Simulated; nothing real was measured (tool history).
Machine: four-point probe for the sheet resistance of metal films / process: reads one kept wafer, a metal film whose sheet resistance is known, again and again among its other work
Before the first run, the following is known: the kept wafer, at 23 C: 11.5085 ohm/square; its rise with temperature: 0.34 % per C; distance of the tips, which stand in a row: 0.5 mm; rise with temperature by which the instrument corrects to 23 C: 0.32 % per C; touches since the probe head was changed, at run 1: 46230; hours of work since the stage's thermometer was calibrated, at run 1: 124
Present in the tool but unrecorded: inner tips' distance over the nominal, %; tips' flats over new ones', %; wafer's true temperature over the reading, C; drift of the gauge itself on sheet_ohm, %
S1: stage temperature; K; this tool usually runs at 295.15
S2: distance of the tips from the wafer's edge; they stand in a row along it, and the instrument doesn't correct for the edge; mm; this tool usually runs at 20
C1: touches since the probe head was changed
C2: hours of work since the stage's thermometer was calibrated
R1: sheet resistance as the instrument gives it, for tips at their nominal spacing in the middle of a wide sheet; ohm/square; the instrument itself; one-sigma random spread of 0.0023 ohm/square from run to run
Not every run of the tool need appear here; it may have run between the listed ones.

run,hour,S1,S2,C1,C2,R1
1,0,295.15,20,46230,124,11.510323
2,22.6,295.15,20,47034,141,11.508238
3,46.4,295.15,20,47879,159,11.507372
4,68.9,295.15,4,48679,176,11.601442
5,80.9,295.15,4,49106,185,11.600512
6,105,295.15,4,49963,204,11.604574
7,129.3,295.15,25,50826,222,11.506583
8,154.9,295.15,25,51738,241,11.507295
9,175.1,295.15,25,52454,257,11.506545
10,193.2,295.15,25,53096,270,11.507526
11,211.9,295.15,20,53762,284,11.505843
12,228.5,295.15,47,54353,297,11.505409
13,251.5,293.15,20,55171,314,11.502967
14,277.3,303.15,20,56086,334,11.525978
15,299.3,303.15,20,56869,351,11.527766
16,322.2,307.15,45,57684,368,11.533327
17,339.8,303.15,6,58309,381,11.567389
18,362.5,292.15,43,59115,398,11.499198
19,380.2,292.15,43,59744,412,11.503644
20,397.5,292.15,43,60359,425,11.500203
# hour 406.6: new probe head fitted
21,421.7,305.15,9,535,442,11.546645
22,434.2,304.15,74,979,452,11.527479
23,453.6,302.15,20,1671,467,11.524651
24,471.6,302.15,16,2311,480,11.526717
25,496.7,294.15,26,3203,499,11.506236
26,515.1,294.15,26,3856,513,11.505015
27,529.4,294.15,26,4363,524,11.504348
28,551.1,294.15,20,5136,540,11.508576

Describe how what the log doesn't record of the tool's condition differs between the last listed run preceding each entry between runs and the first listed run following it.
After run 20, before run 21: new probe head fitted (hour 406.6)
  inner tips' distance over the nominal, %: -0.011 -> 0.004; tips' flats over new ones', %: 1 -> 0

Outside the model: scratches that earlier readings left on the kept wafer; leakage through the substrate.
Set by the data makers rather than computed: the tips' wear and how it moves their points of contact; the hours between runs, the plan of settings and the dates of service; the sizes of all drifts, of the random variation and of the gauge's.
